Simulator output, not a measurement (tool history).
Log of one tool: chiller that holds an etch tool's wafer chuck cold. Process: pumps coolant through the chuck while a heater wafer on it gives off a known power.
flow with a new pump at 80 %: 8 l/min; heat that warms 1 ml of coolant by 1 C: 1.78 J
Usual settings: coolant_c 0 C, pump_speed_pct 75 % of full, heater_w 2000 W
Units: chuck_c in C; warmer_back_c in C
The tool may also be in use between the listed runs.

run   hour  coolant_c  pump_speed_pct  heater_w  chuck_c  warmer_back_c
  1      0          0              75      2000     18.6           9.16
  2   41.4          0              75      2000     18.4           9.19
  3   79.6          0              92      2000     15.4           7.38
  4  118.5          0              75      2000     18.4            9.1
  5  184.3          0              75      2000     18.6           9.14
  6  247.7          0              75      2000     18.4           9.16
  7    284          0              75      2000     18.5           9.12
  8  333.4          0              75      2000     18.4            9.2
  9  373.8          0              75      2000     18.5           9.18
 10  405.9          0              75      2000     18.5           9.18
 11    447         -2              75      2000     16.3           9.16
 12  477.7         -2              75      2000     16.5           9.15
 13  514.7         -2              75      2000     16.4           9.11
 14  585.5         -2              75      2000     16.4           9.13
 15  655.2          6              75      1801     22.6            8.3
 16  724.9          6              75      1801       23           8.24
 17  763.7          5              75      1288     17.1           5.93
 18  808.3          5              86      1288       16           5.15
 19  879.5          1              86      1742     15.7           6.87
 20  933.4          1              93      1742       15           6.39
 21  993.9         -3              80      1636     11.8           7.04

Not shown: 2 entries that the log had between the listed runs. Between which runs, and how does the tool's hidden state differ before and after?
Between runs 10 and 11: chiller's thermometer calibrated (hour 410.5)
  heat passed by the chuck's channels, % of clean ones': 96.8 -> 96.7; coolant's true temperature over the reading, C: -0.23 -> -0.37
  measured less the result without the state, chuck_c: +0.4 -> +0.3 C; warmer_back_c: +0.18 -> +0.17 C
Between runs 15 and 16: chiller's thermometer calibrated, once more (hour 691.5)
  heat passed by the chuck's channels, % of clean ones': 96.3 -> 96.1; flow at a given pump speed, % of a new pump's: 97.9 -> 97.8; coolant's true temperature over the reading, C: -0.39 -> -0.02
  measured less the result without the state, chuck_c: +0.4 -> +0.7 C; warmer_back_c: +0.17 -> +0.18 C

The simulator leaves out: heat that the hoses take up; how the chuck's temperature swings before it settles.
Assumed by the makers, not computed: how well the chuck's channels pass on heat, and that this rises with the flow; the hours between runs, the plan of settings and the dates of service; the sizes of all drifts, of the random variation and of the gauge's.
